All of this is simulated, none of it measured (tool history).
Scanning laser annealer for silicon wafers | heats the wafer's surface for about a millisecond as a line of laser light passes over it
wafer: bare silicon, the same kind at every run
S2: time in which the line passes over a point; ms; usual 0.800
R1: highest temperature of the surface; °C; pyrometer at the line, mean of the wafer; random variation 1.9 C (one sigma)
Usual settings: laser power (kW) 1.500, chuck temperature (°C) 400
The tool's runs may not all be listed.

{"run": 1, "hour": 0.0, "laser power (kW)": 1.5, "S2": 0.8, "chuck temperature (°C)": 400, "R1": 1083}
{"run": 2, "hour": 10.4, "laser power (kW)": 1.5, "S2": 0.8, "chuck temperature (°C)": 400, "R1": 1081}
{"run": 3, "hour": 31.6, "laser power (kW)": 1.5, "S2": 0.8, "chuck temperature (°C)": 373, "R1": 1052}
{"run": 4, "hour": 48.3, "laser power (kW)": 1.5, "S2": 0.8, "chuck temperature (°C)": 373, "R1": 1053}
{"run": 5, "hour": 59.8, "laser power (kW)": 1.5, "S2": 0.8, "chuck temperature (°C)": 373, "R1": 1050}
{"run": 6, "hour": 83.1, "laser power (kW)": 1.556, "S2": 0.8, "chuck temperature (°C)": 400, "R1": 1111}
{"run": 7, "hour": 93.4, "laser power (kW)": 1.3, "S2": 0.8, "chuck temperature (°C)": 400, "R1": 968}
{"run": 8, "hour": 108.5, "laser power (kW)": 1.5, "S2": 0.8, "chuck temperature (°C)": 400, "R1": 1079}
{"run": 9, "hour": 130.9, "laser power (kW)": 1.279, "S2": 0.8, "chuck temperature (°C)": 400, "R1": 952}
{"run": 10, "hour": 154.3, "laser power (kW)": 1.5, "S2": 0.8, "chuck temperature (°C)": 400, "R1": 1075}
{"run": 11, "hour": 164.5, "laser power (kW)": 1.5, "S2": 0.8, "chuck temperature (°C)": 400, "R1": 1072}
{"run": 12, "hour": 185.6, "laser power (kW)": 1.5, "S2": 0.8, "chuck temperature (°C)": 435, "R1": 1107}
{"run": 13, "hour": 198.4, "laser power (kW)": 1.5, "S2": 0.59, "chuck temperature (°C)": 400, "R1": 987}
{"run": 14, "hour": 217.0, "laser power (kW)": 1.5, "S2": 0.59, "chuck temperature (°C)": 400, "R1": 987}
{"run": 15, "hour": 231.0, "laser power (kW)": 1.5, "S2": 0.8, "chuck temperature (°C)": 400, "R1": 1069}
{"run": 16, "hour": 242.9, "laser power (kW)": 1.332, "S2": 0.8, "chuck temperature (°C)": 400, "R1": 977}
{"run": 17, "hour": 260.7, "laser power (kW)": 1.5, "S2": 0.8, "chuck temperature (°C)": 375, "R1": 1045}
{"run": 18, "hour": 281.3, "laser power (kW)": 1.5, "S2": 0.876, "chuck temperature (°C)": 400, "R1": 1095}
{"run": 19, "hour": 294.9, "laser power (kW)": 1.5, "S2": 0.913, "chuck temperature (°C)": 400, "R1": 1111}
{"run": 20, "hour": 317.3, "laser power (kW)": 1.5, "S2": 0.913, "chuck temperature (°C)": 400, "R1": 1110}
{"run": 21, "hour": 340.8, "laser power (kW)": 1.5, "S2": 0.913, "chuck temperature (°C)": 400, "R1": 1109}
{"run": 22, "hour": 357.5, "laser power (kW)": 1.5, "S2": 0.913, "chuck temperature (°C)": 400, "R1": 1109}
{"run": 23, "hour": 371.7, "laser power (kW)": 1.5, "S2": 0.913, "chuck temperature (°C)": 400, "R1": 1106}
{"run": 24, "hour": 384.9, "laser power (kW)": 1.5, "S2": 0.913, "chuck temperature (°C)": 400, "R1": 1103}
{"run": 25, "hour": 396.7, "laser power (kW)": 1.5, "S2": 0.591, "chuck temperature (°C)": 415, "R1": 995}
{"run": 26, "hour": 411.7, "laser power (kW)": 1.281, "S2": 0.757, "chuck temperature (°C)": 415, "R1": 947}
{"run": 27, "hour": 428.6, "laser power (kW)": 1.633, "S2": 0.869, "chuck temperature (°C)": 361, "R1": 1126}
{"run": 28, "hour": 439.2, "laser power (kW)": 1.633, "S2": 0.869, "chuck temperature (°C)": 361, "R1": 1126}
{"run": 29, "hour": 451.6, "laser power (kW)": 1.633, "S2": 0.869, "chuck temperature (°C)": 361, "R1": 1124}
{"run": 30, "hour": 464.7, "laser power (kW)": 1.5, "S2": 0.567, "chuck temperature (°C)": 396, "R1": 964}
{"hour": 477.0, "done": "window over the wafer cleaned"}
{"run": 31, "hour": 490.0, "laser power (kW)": 1.385, "S2": 0.567, "chuck temperature (°C)": 409, "R1": 948}
{"run": 32, "hour": 514.0, "laser power (kW)": 1.385, "S2": 0.567, "chuck temperature (°C)": 409, "R1": 947}
{"run": 33, "hour": 538.6, "laser power (kW)": 1.385, "S2": 0.567, "chuck temperature (°C)": 409, "R1": 949}
{"run": 34, "hour": 562.7, "laser power (kW)": 1.629, "S2": 0.675, "chuck temperature (°C)": 372, "R1": 1084}
{"run": 35, "hour": 575.1, "laser power (kW)": 1.316, "S2": 0.851, "chuck temperature (°C)": 415, "R1": 1019}
{"run": 36, "hour": 594.8, "laser power (kW)": 1.557, "S2": 0.671, "chuck temperature (°C)": 400, "R1": 1067}
{"run": 37, "hour": 616.6, "laser power (kW)": 1.5, "S2": 0.921, "chuck temperature (°C)": 400, "R1": 1135}
{"run": 38, "hour": 640.4, "laser power (kW)": 1.459, "S2": 0.815, "chuck temperature (°C)": 427, "R1": 1100}
{"run": 39, "hour": 661.0, "laser power (kW)": 1.459, "S2": 0.815, "chuck temperature (°C)": 427, "R1": 1099}
{"run": 40, "hour": 672.1, "laser power (kW)": 1.484, "S2": 0.901, "chuck temperature (°C)": 393, "R1": 1110}
{"run": 41, "hour": 693.8, "laser power (kW)": 1.484, "S2": 0.901, "chuck temperature (°C)": 393, "R1": 1110}
{"run": 42, "hour": 718.0, "laser power (kW)": 1.484, "S2": 0.901, "chuck temperature (°C)": 401, "R1": 1117}

3 ways to go on from here, each from the tool as it stands after run 42. What would each give?
{"run": "A", "hour": 742.3, "laser power (kW)": 1.484, "S2": 0.901, "chuck temperature (°C)": 409, "R1": "?"}
{"run": "B", "hour": 742.3, "laser power (kW)": 1.615, "S2": 0.599, "chuck temperature (°C)": 384, "R1": "?"}
{"run": "C", "hour": 742.3, "laser power (kW)": 1.568, "S2": 0.707, "chuck temperature (°C)": 393, "R1": "?"}

run=A R1=1124
run=B R1=1043
run=C R1=1081
Without the tool's hidden state the same runs would have given:
run=A R1=1148
run=B R1=1065
run=C R1=1104
